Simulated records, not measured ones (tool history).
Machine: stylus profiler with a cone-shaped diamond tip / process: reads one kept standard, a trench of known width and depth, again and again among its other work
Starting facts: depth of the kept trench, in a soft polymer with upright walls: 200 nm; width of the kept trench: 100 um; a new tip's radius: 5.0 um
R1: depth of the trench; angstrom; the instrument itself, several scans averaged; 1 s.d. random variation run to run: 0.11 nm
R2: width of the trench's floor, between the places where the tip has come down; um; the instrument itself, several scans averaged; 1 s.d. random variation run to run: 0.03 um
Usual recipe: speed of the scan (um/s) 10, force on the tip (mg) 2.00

run 1 hour=0.0 | speed_of_the_scan_(um/s)=10 force_on_the_tip_(mg)=2.00 | R1=2010.6 R2=96.75
run 2 hour=20.1 | speed_of_the_scan_(um/s)=10 force_on_the_tip_(mg)=2.00 | R1=2013.5 R2=96.76
run 3 hour=58.9 | speed_of_the_scan_(um/s)=17 force_on_the_tip_(mg)=2.00 | R1=2012.7 R2=96.74
run 4 hour=93.0 | speed_of_the_scan_(um/s)=17 force_on_the_tip_(mg)=2.00 | R1=2012.0 R2=96.74
run 5 hour=124.2 | speed_of_the_scan_(um/s)=17 force_on_the_tip_(mg)=2.00 | R1=2012.4 R2=96.73
run 6 hour=153.7 | speed_of_the_scan_(um/s)=17 force_on_the_tip_(mg)=2.00 | R1=2011.5 R2=96.70
run 7 hour=176.5 | speed_of_the_scan_(um/s)=10 force_on_the_tip_(mg)=3.62 | R1=2019.7 R2=96.67
run 8 hour=215.2 | speed_of_the_scan_(um/s)=10 force_on_the_tip_(mg)=2.00 | R1=2010.8 R2=96.62
run 9 hour=237.6 | speed_of_the_scan_(um/s)=10 force_on_the_tip_(mg)=2.00 | R1=2011.2 R2=96.71
run 10 hour=267.5 | speed_of_the_scan_(um/s)=10 force_on_the_tip_(mg)=2.00 | R1=2013.1 R2=96.67
run 11 hour=302.0 | speed_of_the_scan_(um/s)=10 force_on_the_tip_(mg)=2.00 | R1=2012.1 R2=96.58
run 12 hour=342.2 | speed_of_the_scan_(um/s)=10 force_on_the_tip_(mg)=2.00 | R1=2012.1 R2=96.63
run 13 hour=364.8 | speed_of_the_scan_(um/s)=10 force_on_the_tip_(mg)=1.55 | R1=2009.4 R2=96.62
run 14 hour=411.9 | speed_of_the_scan_(um/s)=10 force_on_the_tip_(mg)=1.06 | R1=2006.5 R2=96.58
run 15 hour=433.6 | speed_of_the_scan_(um/s)=2 force_on_the_tip_(mg)=1.06 | R1=2006.8 R2=96.64
run 16 hour=458.9 | speed_of_the_scan_(um/s)=2 force_on_the_tip_(mg)=1.06 | R1=2006.2 R2=96.63
run 17 hour=501.3 | speed_of_the_scan_(um/s)=2 force_on_the_tip_(mg)=1.06 | R1=2005.5 R2=96.59
run 18 hour=530.1 | speed_of_the_scan_(um/s)=2 force_on_the_tip_(mg)=1.06 | R1=2004.3 R2=96.57
run 19 hour=570.4 | speed_of_the_scan_(um/s)=9 force_on_the_tip_(mg)=2.00 | R1=2010.7 R2=96.53
run 20 hour=602.1 | speed_of_the_scan_(um/s)=10 force_on_the_tip_(mg)=2.00 | R1=2010.6 R2=96.53
run 21 hour=644.3 | speed_of_the_scan_(um/s)=2 force_on_the_tip_(mg)=2.00 | R1=2011.9 R2=96.54
run 22 hour=665.5 | speed_of_the_scan_(um/s)=10 force_on_the_tip_(mg)=2.00 | R1=2011.4 R2=96.44
run 23 hour=714.3 | speed_of_the_scan_(um/s)=24 force_on_the_tip_(mg)=1.15 | R1=2006.2 R2=96.40

Run 24 is up next; what results do you expect?
run 24 hour=736.2 | speed_of_the_scan_(um/s)=24 force_on_the_tip_(mg)=1.15 | R1=? R2=?

Run 24 measured R1 2006.1 angstrom, R2 96.37 um.
With the hidden condition absent and the run-to-run variation left alone, this run would have shown R1 2010.3 angstrom, R2 97.07 um.
